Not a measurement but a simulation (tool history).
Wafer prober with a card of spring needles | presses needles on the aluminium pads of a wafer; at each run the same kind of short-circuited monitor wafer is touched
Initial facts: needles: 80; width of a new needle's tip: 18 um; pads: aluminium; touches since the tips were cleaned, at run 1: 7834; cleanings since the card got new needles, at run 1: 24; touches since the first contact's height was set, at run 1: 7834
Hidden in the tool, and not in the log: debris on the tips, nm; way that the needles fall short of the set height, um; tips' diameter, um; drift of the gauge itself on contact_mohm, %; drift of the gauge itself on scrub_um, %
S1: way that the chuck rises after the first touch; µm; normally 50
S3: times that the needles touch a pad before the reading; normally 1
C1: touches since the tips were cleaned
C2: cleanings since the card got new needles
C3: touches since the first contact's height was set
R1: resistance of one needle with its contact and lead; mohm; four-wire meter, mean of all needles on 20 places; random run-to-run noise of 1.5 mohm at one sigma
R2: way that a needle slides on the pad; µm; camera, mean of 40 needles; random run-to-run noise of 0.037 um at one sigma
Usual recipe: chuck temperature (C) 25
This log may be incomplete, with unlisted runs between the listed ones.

run 1 hour=0 | S1=50 chuck_temperature_(C)=25 S3=1 | C1=7834 C2=24 C3=7834 | R1=133 R2=13.74
-- hour=5.1 tips cleaned on abrasive film
-- hour=42.5 tips cleaned on abrasive film
run 2 hour=54.2 | S1=47 chuck_temperature_(C)=25 S3=1 | C1=2688 C2=26 C3=20286 | R1=136 R2=12.93
-- hour=82.8 tips cleaned on abrasive film
run 3 hour=88.9 | S1=47 chuck_temperature_(C)=25 S3=1 | C1=1420 C2=27 C3=28278 | R1=136 R2=12.83
-- hour=119.8 tips cleaned on abrasive film
run 4 hour=129.8 | S1=47 chuck_temperature_(C)=25 S3=1 | C1=2299 C2=28 C3=37675 | R1=138 R2=12.83
-- hour=155.6 tips cleaned on abrasive film
-- hour=196 tips cleaned on abrasive film
run 5 hour=196.6 | S1=47 chuck_temperature_(C)=25 S3=1 | C1=132 C2=30 C3=53052 | R1=136 R2=12.78
-- hour=236.5 tips cleaned on abrasive film
run 6 hour=249 | S1=47 chuck_temperature_(C)=25 S3=1 | C1=2869 C2=31 C3=65106 | R1=135 R2=12.86
-- hour=277.2 tips cleaned on abrasive film
run 7 hour=310.9 | S1=47 chuck_temperature_(C)=25 S3=1 | C1=7769 C2=32 C3=79371 | R1=136 R2=12.9
-- hour=314.6 tips cleaned on abrasive film
run 8 hour=341.5 | S1=47 chuck_temperature_(C)=25 S3=2 | C1=6203 C2=33 C3=86407 | R1=137 R2=12.82
-- hour=350.6 tips cleaned on abrasive film
-- hour=387.9 tips cleaned on abrasive film
run 9 hour=404.6 | S1=47 chuck_temperature_(C)=25 S3=2 | C1=3869 C2=35 C3=100930 | R1=136 R2=12.86
-- hour=426.9 tips cleaned on abrasive film
-- hour=464.8 tips cleaned on abrasive film
run 10 hour=468.4 | S1=46 chuck_temperature_(C)=25 S3=2 | C1=842 C2=37 C3=115598 | R1=136 R2=12.56
-- hour=501.6 tips cleaned on abrasive film
run 11 hour=506.2 | S1=46 chuck_temperature_(C)=25 S3=2 | C1=1053 C2=38 C3=124280 | R1=137 R2=12.53
-- hour=543.1 tips cleaned on abrasive film
run 12 hour=547.3 | S1=51 chuck_temperature_(C)=83 S3=1 | C1=969 C2=39 C3=133759 | R1=142 R2=13.88

What if the next run were any one of these 5? Each begins from the tool's condition after run 12:
-- hour=580.6 tips cleaned on abrasive film
run A hour=596.5 | S1=50 chuck_temperature_(C)=65 S3=2 | C1=3673 C2=40 C3=145085 | R1=? R2=?
-- hour=580.6 tips cleaned on abrasive film
run B hour=596.5 | S1=30 chuck_temperature_(C)=30 S3=3 | C1=3673 C2=40 C3=145085 | R1=? R2=?
-- hour=580.6 tips cleaned on abrasive film
run C hour=596.5 | S1=44 chuck_temperature_(C)=49 S3=2 | C1=3673 C2=40 C3=145085 | R1=? R2=?
-- hour=580.6 tips cleaned on abrasive film
run D hour=596.5 | S1=41 chuck_temperature_(C)=25 S3=1 | C1=3673 C2=40 C3=145085 | R1=? R2=?
-- hour=580.6 tips cleaned on abrasive film
run E hour=596.5 | S1=50 chuck_temperature_(C)=25 S3=2 | C1=3673 C2=40 C3=145085 | R1=? R2=?

run=A R1=142 R2=13.61
run=B R1=142 R2=8.18
run=C R1=139 R2=12
run=D R1=137 R2=11.13
run=E R1=133 R2=13.64
Had the tool no hidden state, the same runs would have come out as:
run=A R1=142 R2=13.69
run=B R1=142 R2=8.23
run=C R1=139 R2=12.07
run=D R1=137 R2=11.2
run=E R1=133 R2=13.72

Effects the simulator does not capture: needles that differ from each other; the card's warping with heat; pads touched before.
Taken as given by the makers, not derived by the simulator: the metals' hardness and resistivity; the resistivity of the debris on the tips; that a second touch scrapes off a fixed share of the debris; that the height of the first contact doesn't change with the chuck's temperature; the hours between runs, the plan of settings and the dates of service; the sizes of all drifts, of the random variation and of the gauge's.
